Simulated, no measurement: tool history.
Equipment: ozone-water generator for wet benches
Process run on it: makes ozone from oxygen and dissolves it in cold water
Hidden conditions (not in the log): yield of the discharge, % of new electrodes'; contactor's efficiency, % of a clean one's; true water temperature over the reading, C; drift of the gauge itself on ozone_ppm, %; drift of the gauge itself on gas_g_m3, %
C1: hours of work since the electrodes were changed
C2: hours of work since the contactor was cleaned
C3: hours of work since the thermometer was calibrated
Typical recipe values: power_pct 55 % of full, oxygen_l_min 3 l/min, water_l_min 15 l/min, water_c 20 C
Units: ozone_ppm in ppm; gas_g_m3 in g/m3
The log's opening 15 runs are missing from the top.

{"run": 16, "hour": 1866.6, "power_pct": 65, "oxygen_l_min": 1.71, "water_l_min": 15, "water_c": 20, "C1": 4122, "C2": 2099, "C3": 882, "ozone_ppm": 12.6, "gas_g_m3": 214.1}
{"run": 17, "hour": 1956.1, "power_pct": 55, "oxygen_l_min": 3, "water_l_min": 15, "water_c": 20, "C1": 4179, "C2": 2157, "C3": 939, "ozone_ppm": 11.5, "gas_g_m3": 130.8}
{"run": 18, "hour": 2073.5, "power_pct": 50, "oxygen_l_min": 3.7, "water_l_min": 15, "water_c": 25, "C1": 4254, "C2": 2232, "C3": 1014, "ozone_ppm": 9.5, "gas_g_m3": 107}
{"run": 19, "hour": 2241.5, "power_pct": 50, "oxygen_l_min": 2.78, "water_l_min": 15, "water_c": 25, "C1": 4362, "C2": 2339, "C3": 1122, "ozone_ppm": 9.8, "gas_g_m3": 128.7}
{"run": 20, "hour": 2319.4, "power_pct": 55, "oxygen_l_min": 2.28, "water_l_min": 9, "water_c": 17, "C1": 4411, "C2": 2389, "C3": 1171, "ozone_ppm": 18.1, "gas_g_m3": 156.3}
{"run": 21, "hour": 2440.0, "power_pct": 55, "oxygen_l_min": 2.28, "water_l_min": 9, "water_c": 17, "C1": 4488, "C2": 2466, "C3": 1249, "ozone_ppm": 18.1, "gas_g_m3": 156.8}
{"run": 22, "hour": 2521.8, "power_pct": 55, "oxygen_l_min": 4.42, "water_l_min": 15, "water_c": 20, "C1": 4541, "C2": 2518, "C3": 1301, "ozone_ppm": 10.8, "gas_g_m3": 102.6}
{"run": 23, "hour": 2622.3, "power_pct": 55, "oxygen_l_min": 4.42, "water_l_min": 15, "water_c": 20, "C1": 4605, "C2": 2582, "C3": 1365, "ozone_ppm": 10.7, "gas_g_m3": 101.5}
{"run": 24, "hour": 2719.8, "power_pct": 55, "oxygen_l_min": 3.91, "water_l_min": 15, "water_c": 20, "C1": 4667, "C2": 2645, "C3": 1427, "ozone_ppm": 10.9, "gas_g_m3": 111.6}
{"run": 25, "hour": 2818.4, "power_pct": 55, "oxygen_l_min": 3.91, "water_l_min": 15, "water_c": 20, "C1": 4730, "C2": 2708, "C3": 1490, "ozone_ppm": 10.8, "gas_g_m3": 111.3}
{"run": 26, "hour": 2952.8, "power_pct": 55, "oxygen_l_min": 2.27, "water_l_min": 22, "water_c": 24, "C1": 4816, "C2": 2793, "C3": 1576, "ozone_ppm": 7.3, "gas_g_m3": 158}
{"run": 27, "hour": 3051.9, "power_pct": 80, "oxygen_l_min": 3, "water_l_min": 18, "water_c": 20, "C1": 4879, "C2": 2857, "C3": 1639, "ozone_ppm": 12.4, "gas_g_m3": 172.3}
{"run": 28, "hour": 3176.0, "power_pct": 80, "oxygen_l_min": 1.64, "water_l_min": 18, "water_c": 20, "C1": 4959, "C2": 2936, "C3": 1719, "ozone_ppm": 11.9, "gas_g_m3": 255.7}
{"run": 29, "hour": 3291.2, "power_pct": 66, "oxygen_l_min": 4.26, "water_l_min": 15, "water_c": 20, "C1": 5032, "C2": 3010, "C3": 1792, "ozone_ppm": 12.5, "gas_g_m3": 118.8}
{"run": 30, "hour": 3373.3, "power_pct": 90, "oxygen_l_min": 4.23, "water_l_min": 12, "water_c": 16, "C1": 5085, "C2": 3062, "C3": 1845, "ozone_ppm": 19.9, "gas_g_m3": 151.5}
{"run": 31, "hour": 3452.8, "power_pct": 65, "oxygen_l_min": 3, "water_l_min": 15, "water_c": 23, "C1": 5135, "C2": 3113, "C3": 1896, "ozone_ppm": 12, "gas_g_m3": 148.1}
{"run": 32, "hour": 3602.6, "power_pct": 57, "oxygen_l_min": 1.71, "water_l_min": 15, "water_c": 20, "C1": 5231, "C2": 3209, "C3": 1991, "ozone_ppm": 11, "gas_g_m3": 190.8}
{"run": 33, "hour": 3704.3, "power_pct": 57, "oxygen_l_min": 3.78, "water_l_min": 10, "water_c": 20, "C1": 5296, "C2": 3274, "C3": 2056, "ozone_ppm": 15.1, "gas_g_m3": 113.9}

Forecast each of these 4 alternatives for the next run:
{"run": "A", "hour": 3798.4, "power_pct": 57, "oxygen_l_min": 3.78, "water_l_min": 10, "water_c": 17, "C1": 5356, "C2": 3334, "C3": 2116, "ozone_ppm": "?", "gas_g_m3": "?"}
{"run": "B", "hour": 3798.4, "power_pct": 57, "oxygen_l_min": 1.73, "water_l_min": 14, "water_c": 20, "C1": 5356, "C2": 3334, "C3": 2116, "ozone_ppm": "?", "gas_g_m3": "?"}
{"run": "C", "hour": 3798.4, "power_pct": 67, "oxygen_l_min": 3, "water_l_min": 15, "water_c": 20, "C1": 5356, "C2": 3334, "C3": 2116, "ozone_ppm": "?", "gas_g_m3": "?"}
{"run": "D", "hour": 3798.4, "power_pct": 62, "oxygen_l_min": 3.9, "water_l_min": 11, "water_c": 20, "C1": 5356, "C2": 3334, "C3": 2116, "ozone_ppm": "?", "gas_g_m3": "?"}

run=A ozone_ppm=15.9 gas_g_m3=116.8
run=B ozone_ppm=12 gas_g_m3=190.2
run=C ozone_ppm=12.7 gas_g_m3=151
run=D ozone_ppm=14.8 gas_g_m3=121.2
Without the tool's hidden state the same runs would have given:
run=A ozone_ppm=17.1 gas_g_m3=122.6
run=B ozone_ppm=13 gas_g_m3=199.6
run=C ozone_ppm=13.9 gas_g_m3=159.7
run=D ozone_ppm=16 gas_g_m3=127.7
